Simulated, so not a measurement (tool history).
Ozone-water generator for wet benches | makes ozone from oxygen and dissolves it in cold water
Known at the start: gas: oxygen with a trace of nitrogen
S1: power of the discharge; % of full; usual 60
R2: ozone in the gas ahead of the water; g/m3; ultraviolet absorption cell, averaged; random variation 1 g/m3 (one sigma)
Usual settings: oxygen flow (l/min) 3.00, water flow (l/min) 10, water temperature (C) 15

run 1 hour=0.0 | S1=60 oxygen_flow_(l/min)=3.00 water_flow_(l/min)=10 water_temperature_(C)=15 | dissolved_ozone_(ppm)=16.2 R2=175.2
run 2 hour=90.5 | S1=60 oxygen_flow_(l/min)=3.00 water_flow_(l/min)=10 water_temperature_(C)=15 | dissolved_ozone_(ppm)=16.4 R2=175.9
run 3 hour=223.6 | S1=60 oxygen_flow_(l/min)=3.00 water_flow_(l/min)=10 water_temperature_(C)=15 | dissolved_ozone_(ppm)=16.0 R2=175.1
run 4 hour=369.7 | S1=60 oxygen_flow_(l/min)=3.00 water_flow_(l/min)=10 water_temperature_(C)=15 | dissolved_ozone_(ppm)=16.2 R2=176.4
run 5 hour=445.8 | S1=60 oxygen_flow_(l/min)=2.09 water_flow_(l/min)=10 water_temperature_(C)=15 | dissolved_ozone_(ppm)=14.8 R2=201.0
run 6 hour=549.7 | S1=60 oxygen_flow_(l/min)=2.09 water_flow_(l/min)=10 water_temperature_(C)=15 | dissolved_ozone_(ppm)=14.9 R2=199.3
run 7 hour=675.1 | S1=60 oxygen_flow_(l/min)=3.00 water_flow_(l/min)=10 water_temperature_(C)=15 | dissolved_ozone_(ppm)=16.1 R2=174.8
run 8 hour=743.2 | S1=50 oxygen_flow_(l/min)=3.00 water_flow_(l/min)=10 water_temperature_(C)=15 | dissolved_ozone_(ppm)=14.4 R2=154.8
run 9 hour=805.2 | S1=50 oxygen_flow_(l/min)=3.00 water_flow_(l/min)=10 water_temperature_(C)=15 | dissolved_ozone_(ppm)=14.0 R2=155.0
run 10 hour=924.1 | S1=50 oxygen_flow_(l/min)=3.00 water_flow_(l/min)=10 water_temperature_(C)=15 | dissolved_ozone_(ppm)=14.3 R2=156.3
run 11 hour=1042.5 | S1=60 oxygen_flow_(l/min)=3.00 water_flow_(l/min)=10 water_temperature_(C)=15 | dissolved_ozone_(ppm)=16.0 R2=173.7
run 12 hour=1188.7 | S1=60 oxygen_flow_(l/min)=3.00 water_flow_(l/min)=10 water_temperature_(C)=15 | dissolved_ozone_(ppm)=16.0 R2=174.3
run 13 hour=1288.4 | S1=60 oxygen_flow_(l/min)=3.00 water_flow_(l/min)=10 water_temperature_(C)=15 | dissolved_ozone_(ppm)=16.0 R2=173.3
run 14 hour=1361.1 | S1=60 oxygen_flow_(l/min)=3.00 water_flow_(l/min)=7 water_temperature_(C)=15 | dissolved_ozone_(ppm)=21.9 R2=172.3
run 15 hour=1495.0 | S1=60 oxygen_flow_(l/min)=3.00 water_flow_(l/min)=7 water_temperature_(C)=15 | dissolved_ozone_(ppm)=21.9 R2=173.1
run 16 hour=1643.0 | S1=70 oxygen_flow_(l/min)=3.00 water_flow_(l/min)=7 water_temperature_(C)=15 | dissolved_ozone_(ppm)=24.2 R2=190.4
run 17 hour=1737.0 | S1=70 oxygen_flow_(l/min)=3.00 water_flow_(l/min)=7 water_temperature_(C)=15 | dissolved_ozone_(ppm)=24.5 R2=190.8
run 18 hour=1888.5 | S1=95 oxygen_flow_(l/min)=1.91 water_flow_(l/min)=7 water_temperature_(C)=15 | dissolved_ozone_(ppm)=27.1 R2=271.3
run 19 hour=1960.7 | S1=95 oxygen_flow_(l/min)=1.91 water_flow_(l/min)=7 water_temperature_(C)=15 | dissolved_ozone_(ppm)=27.1 R2=268.1
run 20 hour=2076.8 | S1=95 oxygen_flow_(l/min)=1.91 water_flow_(l/min)=7 water_temperature_(C)=15 | dissolved_ozone_(ppm)=26.8 R2=268.1
run 21 hour=2198.8 | S1=95 oxygen_flow_(l/min)=1.91 water_flow_(l/min)=7 water_temperature_(C)=15 | dissolved_ozone_(ppm)=26.9 R2=267.4
run 22 hour=2304.3 | S1=95 oxygen_flow_(l/min)=1.91 water_flow_(l/min)=7 water_temperature_(C)=15 | dissolved_ozone_(ppm)=27.1 R2=270.0
run 23 hour=2404.8 | S1=45 oxygen_flow_(l/min)=2.73 water_flow_(l/min)=8 water_temperature_(C)=19 | dissolved_ozone_(ppm)=15.0 R2=150.6
run 24 hour=2557.6 | S1=45 oxygen_flow_(l/min)=2.73 water_flow_(l/min)=8 water_temperature_(C)=19 | dissolved_ozone_(ppm)=15.0 R2=148.4
run 25 hour=2664.1 | S1=45 oxygen_flow_(l/min)=2.73 water_flow_(l/min)=8 water_temperature_(C)=19 | dissolved_ozone_(ppm)=14.9 R2=149.0
run 26 hour=2733.9 | S1=60 oxygen_flow_(l/min)=4.38 water_flow_(l/min)=8 water_temperature_(C)=13 | dissolved_ozone_(ppm)=20.7 R2=149.5
run 27 hour=2797.4 | S1=60 oxygen_flow_(l/min)=3.04 water_flow_(l/min)=10 water_temperature_(C)=15 | dissolved_ozone_(ppm)=15.7 R2=172.1
run 28 hour=2898.6 | S1=60 oxygen_flow_(l/min)=3.04 water_flow_(l/min)=10 water_temperature_(C)=15 | dissolved_ozone_(ppm)=15.8 R2=172.4
run 29 hour=2965.0 | S1=65 oxygen_flow_(l/min)=3.14 water_flow_(l/min)=10 water_temperature_(C)=8 | dissolved_ozone_(ppm)=18.7 R2=178.2
run 30 hour=3065.5 | S1=60 oxygen_flow_(l/min)=3.00 water_flow_(l/min)=9 water_temperature_(C)=10 | dissolved_ozone_(ppm)=18.8 R2=172.6
run 31 hour=3180.6 | S1=75 oxygen_flow_(l/min)=3.00 water_flow_(l/min)=13 water_temperature_(C)=10 | dissolved_ozone_(ppm)=14.8 R2=197.5
run 32 hour=3276.0 | S1=60 oxygen_flow_(l/min)=3.00 water_flow_(l/min)=6 water_temperature_(C)=20 | dissolved_ozone_(ppm)=22.0 R2=171.9
run 33 hour=3383.4 | S1=60 oxygen_flow_(l/min)=3.00 water_flow_(l/min)=6 water_temperature_(C)=20 | dissolved_ozone_(ppm)=22.0 R2=171.7
run 34 hour=3536.0 | S1=60 oxygen_flow_(l/min)=3.00 water_flow_(l/min)=8 water_temperature_(C)=20 | dissolved_ozone_(ppm)=17.3 R2=171.8

3 ways to go on from here, each from the tool as it stands after run 34. What would each give?
run A hour=3662.5 | S1=73 oxygen_flow_(l/min)=1.50 water_flow_(l/min)=8 water_temperature_(C)=8 | dissolved_ozone_(ppm)=? R2=?
run B hour=3662.5 | S1=60 oxygen_flow_(l/min)=5.25 water_flow_(l/min)=14 water_temperature_(C)=10 | dissolved_ozone_(ppm)=? R2=?
run C hour=3662.5 | S1=60 oxygen_flow_(l/min)=3.24 water_flow_(l/min)=8 water_temperature_(C)=17 | dissolved_ozone_(ppm)=? R2=?

run=A dissolved_ozone_(ppm)=20.0 R2=247.5
run=B dissolved_ozone_(ppm)=13.2 R2=140.1
run=C dissolved_ozone_(ppm)=18.5 R2=165.3
Without the tool's hidden state the same runs would have given:
run=A dissolved_ozone_(ppm)=22.0 R2=263.9
run=B dissolved_ozone_(ppm)=14.5 R2=148.2
run=C dissolved_ozone_(ppm)=20.1 R2=174.9
